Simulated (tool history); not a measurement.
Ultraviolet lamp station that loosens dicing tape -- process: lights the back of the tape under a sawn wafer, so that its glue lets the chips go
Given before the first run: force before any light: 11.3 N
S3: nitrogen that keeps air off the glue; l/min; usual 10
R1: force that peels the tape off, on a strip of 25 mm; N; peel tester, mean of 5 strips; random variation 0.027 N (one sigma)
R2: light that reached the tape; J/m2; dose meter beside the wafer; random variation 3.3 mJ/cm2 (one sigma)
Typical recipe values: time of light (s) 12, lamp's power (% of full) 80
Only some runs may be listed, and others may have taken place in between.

{"run": 1, "day": 0.0, "time of light (s)": 12, "lamp's power (% of full)": 80, "S3": 10, "R1": 1.52, "R2": 4800}
{"run": 2, "day": 0.388, "time of light (s)": 12, "lamp's power (% of full)": 80, "S3": 10, "R1": 1.502, "R2": 4760}
{"run": 3, "day": 1.058, "time of light (s)": 12, "lamp's power (% of full)": 80, "S3": 10, "R1": 1.563, "R2": 4780}
{"run": 4, "day": 1.696, "time of light (s)": 12, "lamp's power (% of full)": 80, "S3": 10, "R1": 1.565, "R2": 4700}
{"run": 5, "day": 2.229, "time of light (s)": 9, "lamp's power (% of full)": 80, "S3": 10, "R1": 2.54, "R2": 3560}
{"run": 6, "day": 2.683, "time of light (s)": 12, "lamp's power (% of full)": 80, "S3": 10, "R1": 1.616, "R2": 4700}
{"run": 7, "day": 3.45, "time of light (s)": 8, "lamp's power (% of full)": 80, "S3": 10, "R1": 3.1, "R2": 3100}
{"run": 8, "day": 3.929, "time of light (s)": 8, "lamp's power (% of full)": 80, "S3": 10, "R1": 3.037, "R2": 3090}
{"run": 9, "day": 4.508, "time of light (s)": 12, "lamp's power (% of full)": 80, "S3": 10, "R1": 1.643, "R2": 4650}
{"run": 10, "day": 5.288, "time of light (s)": 12, "lamp's power (% of full)": 80, "S3": 10, "R1": 1.678, "R2": 4620}
{"run": 11, "day": 5.988, "time of light (s)": 12, "lamp's power (% of full)": 80, "S3": 13, "R1": 1.362, "R2": 4550}
{"run": 12, "day": 6.346, "time of light (s)": 17, "lamp's power (% of full)": 80, "S3": 10, "R1": 0.773, "R2": 6520}
{"run": 13, "day": 7.012, "time of light (s)": 17, "lamp's power (% of full)": 80, "S3": 10, "R1": 0.779, "R2": 6510}
{"run": 14, "day": 7.496, "time of light (s)": 17, "lamp's power (% of full)": 80, "S3": 10, "R1": 0.8, "R2": 6510}
{"run": 15, "day": 8.233, "time of light (s)": 17, "lamp's power (% of full)": 80, "S3": 10, "R1": 0.811, "R2": 6400}
{"run": 16, "day": 8.579, "time of light (s)": 10, "lamp's power (% of full)": 80, "S3": 10, "R1": 2.274, "R2": 3760}
{"run": 17, "day": 9.279, "time of light (s)": 10, "lamp's power (% of full)": 80, "S3": 7, "R1": 2.806, "R2": 3720}
{"run": 18, "day": 9.879, "time of light (s)": 10, "lamp's power (% of full)": 96, "S3": 12, "R1": 1.516, "R2": 4480}
{"run": 19, "day": 10.621, "time of light (s)": 10, "lamp's power (% of full)": 80, "S3": 9, "R1": 2.554, "R2": 3710}
{"run": 20, "day": 11.092, "time of light (s)": 6, "lamp's power (% of full)": 86, "S3": 11, "R1": 3.869, "R2": 2410}
{"run": 21, "day": 11.612, "time of light (s)": 6, "lamp's power (% of full)": 86, "S3": 11, "R1": 3.922, "R2": 2380}
{"run": 22, "day": 12.1, "time of light (s)": 13, "lamp's power (% of full)": 95, "S3": 8, "R1": 1.276, "R2": 5710}
{"run": 23, "day": 12.546, "time of light (s)": 14, "lamp's power (% of full)": 71, "S3": 9, "R1": 1.834, "R2": 4560}
{"run": 24, "day": 13.075, "time of light (s)": 12, "lamp's power (% of full)": 77, "S3": 9, "R1": 2.023, "R2": 4230}
{"run": 25, "day": 13.783, "time of light (s)": 12, "lamp's power (% of full)": 69, "S3": 9, "R1": 2.539, "R2": 3770}
{"run": 26, "day": 14.408, "time of light (s)": 15, "lamp's power (% of full)": 70, "S3": 12, "R1": 1.381, "R2": 4750}

3 ways to go on from here, each from the tool as it stands after run 26. What would each give?
{"run": "A", "day": 14.9, "time of light (s)": 12, "lamp's power (% of full)": 80, "S3": 4, "R1": "?", "R2": "?"}
{"run": "B", "day": 14.9, "time of light (s)": 15, "lamp's power (% of full)": 70, "S3": 16, "R1": "?", "R2": "?"}
{"run": "C", "day": 14.9, "time of light (s)": 18, "lamp's power (% of full)": 70, "S3": 13, "R1": "?", "R2": "?"}

run=A R1=3.148 R2=4330
run=B R1=1.129 R2=4740
run=C R1=0.840 R2=5710
The same runs, with their run-to-run variation unchanged, on a tool lacking any hidden condition would have given:
run=A R1=2.486 R2=5160
run=B R1=0.756 R2=5650
run=C R1=0.546 R2=6810
